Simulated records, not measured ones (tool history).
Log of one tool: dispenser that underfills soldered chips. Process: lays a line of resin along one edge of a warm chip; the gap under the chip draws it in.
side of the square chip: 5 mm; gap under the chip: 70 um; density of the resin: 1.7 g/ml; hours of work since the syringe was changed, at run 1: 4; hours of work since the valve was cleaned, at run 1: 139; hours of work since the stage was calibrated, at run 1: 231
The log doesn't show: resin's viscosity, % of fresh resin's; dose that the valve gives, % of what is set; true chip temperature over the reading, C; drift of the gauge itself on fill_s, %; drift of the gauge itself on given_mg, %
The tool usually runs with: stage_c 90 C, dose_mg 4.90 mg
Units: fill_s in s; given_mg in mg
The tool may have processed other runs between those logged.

run	day	stage_c	dose_mg	hours of work since the syringe was changed	hours of work since the valve was cleaned	hours of work since the stage was calibrated	fill_s	given_mg
1	0.000	90	4.90	4	139	231	15.9	4.68
# day 0.183: new syringe of resin
# day 0.612: new syringe of resin
# day 0.654: dispensing valve cleaned and set on the balance
2	0.654	90	4.90	0	0	242	12.5	4.93
# day 1.058: new syringe of resin
3	1.196	90	4.90	3	10	252	15.1	4.88
# day 1.483: new syringe of resin
4	1.683	90	4.90	4	19	261	15.0	4.85
# day 1.892: new syringe of resin
5	2.050	90	4.90	3	25	267	14.9	4.85
# day 2.296: new syringe of resin
6	2.521	90	4.90	4	34	276	16.4	4.86
# day 2.733: new syringe of resin
7	2.946	90	4.90	4	41	283	16.3	4.84
# day 3.154: new syringe of resin
8	3.429	84	5.63	5	50	292	21.9	5.57
# day 3.588: new syringe of resin
9	3.833	101	4.49	5	57	299	10.1	4.42
# day 3.988: new syringe of resin
10	4.217	101	4.49	4	64	306	10.2	4.41

Run 11 has not been measured yet. What should we expect?
# day 4.396: new syringe of resin
11	4.746	85	5.16	6	73	315	?	?

{"run 11": {"fill_s": 22.9, "given_mg": 5.08}}
On a tool with no hidden condition, and with the same random variation, this run would have come out at fill_s 17.4 s, given_mg 5.20 mg.

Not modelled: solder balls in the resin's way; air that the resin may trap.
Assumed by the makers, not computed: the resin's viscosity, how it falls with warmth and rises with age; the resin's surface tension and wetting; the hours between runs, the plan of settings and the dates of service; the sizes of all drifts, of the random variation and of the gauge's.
